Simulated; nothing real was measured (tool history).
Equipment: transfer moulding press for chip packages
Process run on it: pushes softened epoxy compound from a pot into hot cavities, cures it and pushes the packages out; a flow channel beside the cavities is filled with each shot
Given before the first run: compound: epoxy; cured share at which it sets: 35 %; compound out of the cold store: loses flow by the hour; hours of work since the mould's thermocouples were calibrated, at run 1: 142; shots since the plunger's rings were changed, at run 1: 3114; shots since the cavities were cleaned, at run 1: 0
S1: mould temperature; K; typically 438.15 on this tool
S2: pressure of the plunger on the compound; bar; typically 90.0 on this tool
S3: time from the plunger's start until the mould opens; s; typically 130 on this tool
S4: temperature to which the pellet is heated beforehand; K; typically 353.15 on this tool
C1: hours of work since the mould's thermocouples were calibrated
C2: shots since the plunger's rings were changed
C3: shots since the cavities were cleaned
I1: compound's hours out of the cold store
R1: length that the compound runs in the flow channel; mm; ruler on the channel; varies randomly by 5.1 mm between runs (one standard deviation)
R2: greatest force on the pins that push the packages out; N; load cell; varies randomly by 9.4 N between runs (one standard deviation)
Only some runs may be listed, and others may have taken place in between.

run     day      S1    S2   S3      S4   C1    C2   C3    I1   R1   R2
  1   0.000  438.15  90.0  130  353.15  142  3114    0  30.6  504  452
  2   0.904  438.15  90.0  130  353.15  159  3347  233   8.9  565  661
  3   1.975  438.15  77.6  130  353.15  180  3625  511  24.9  478  827
      2.912  -- cavities cleaned with cleaning compound and waxed
  4   3.142  438.15  77.6  130  353.15  201  3910   59  13.8  504  531
  5   4.050  438.15  90.0  130  353.15  218  4146  295  44.7  475  709
  6   4.679  438.15  90.0  130  353.15  230  4309  458  19.0  538  779
  7   5.704  438.15  90.0  130  353.15  249  4574  723  19.9  526  879
      5.854  -- cavities cleaned with cleaning compound and waxed
  8   6.708  438.15  90.0  130  353.15  267  4818  221  34.4  487  650
  9   7.258  438.15  90.0  130  353.15  278  4960  363  35.7  483  726
 10   7.879  438.15  90.0  130  353.15  290  5121  524  47.9  463  803
 11   8.658  438.15  92.0  115  353.15  305  5323  726  27.2  506  991
      8.779  -- cavities cleaned with cleaning compound and waxed
      9.396  -- plunger's sealing rings changed
 12   9.450  438.15  92.0  115  353.15  316    13  147  44.4  512  696
 13  10.254  438.15  90.0  152  344.15  332   222  356  32.4  536  684
 14  11.250  438.15  90.0  152  344.15  351   479  613  21.4  553  819
     11.775  -- cavities cleaned with cleaning compound and waxed
 15  11.788  438.15  98.5  130  353.15  360   603    3  27.4  560  451
 16  12.883  435.15  97.6  153  344.15  381   886  286  11.8  623  704
 17  13.404  435.15  97.6  153  344.15  390  1021  421  21.1  591  750
 18  14.092  435.15  97.6  153  344.15  403  1199  599  10.1  625  892
     14.721  -- cavities cleaned with cleaning compound and waxed
 19  14.904  435.15  76.3  119  359.15  418  1393   48  34.9  487  656

Here are 3 independent what-if runs from the current tool condition. What would each one return?
  A  16.004  437.15  90.0  130  353.15  439  1678  333  11.2   ?   ?
  B  16.004  431.15  76.3  155  353.15  439  1678  333  41.6   ?   ?
  C  16.004  433.15  75.5  119  359.15  439  1678  333  18.9   ?   ?

run   R1    R2
  A  588   787
  B  492   815
  C  522  1189
Take away the tool's hidden state, keep each run's random variation, and the runs would have read:
run   R1   R2
  A  596  457
  B  498  471
  C  528  657

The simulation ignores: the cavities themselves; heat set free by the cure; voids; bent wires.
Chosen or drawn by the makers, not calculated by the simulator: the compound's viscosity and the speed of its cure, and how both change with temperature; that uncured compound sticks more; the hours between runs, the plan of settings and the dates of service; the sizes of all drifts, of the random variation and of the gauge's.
